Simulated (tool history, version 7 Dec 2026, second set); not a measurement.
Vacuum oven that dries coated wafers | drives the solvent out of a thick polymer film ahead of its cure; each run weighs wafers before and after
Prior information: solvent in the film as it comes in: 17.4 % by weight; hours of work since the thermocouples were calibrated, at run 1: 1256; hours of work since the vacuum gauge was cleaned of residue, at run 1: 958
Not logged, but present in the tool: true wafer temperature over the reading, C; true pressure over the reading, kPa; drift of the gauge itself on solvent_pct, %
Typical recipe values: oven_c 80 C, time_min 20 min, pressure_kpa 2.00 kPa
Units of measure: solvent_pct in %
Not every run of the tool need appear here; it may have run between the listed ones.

run,hour,oven_c,time_min,pressure_kpa,hours of work since the thermocouples were calibrated,hours of work since the vacuum gauge was cleaned of residue,solvent_pct
1,0.0,80,20,2.00,1256,958,2.76
2,19.1,80,20,2.00,1270,972,2.71
# hour 49.5: oven's thermocouples calibrated
3,54.1,80,20,2.00,3,996,2.75
4,81.3,80,20,2.00,23,1015,2.83
5,108.5,85,20,2.00,43,1035,1.77
6,142.1,88,20,4.58,67,1060,2.79
7,176.8,90,20,1.16,92,1085,0.75
8,211.8,68,26,1.15,118,1110,4.82
9,235.3,68,26,1.15,135,1127,4.81
10,261.1,68,26,1.15,154,1146,4.83

Hidden state at the last listed run before each entry between runs and at the first one after, where it differs:
After run 2, before run 3: oven's thermocouples calibrated (hour 49.5)
  true wafer temperature over the reading, C: 0.12 -> -0.01
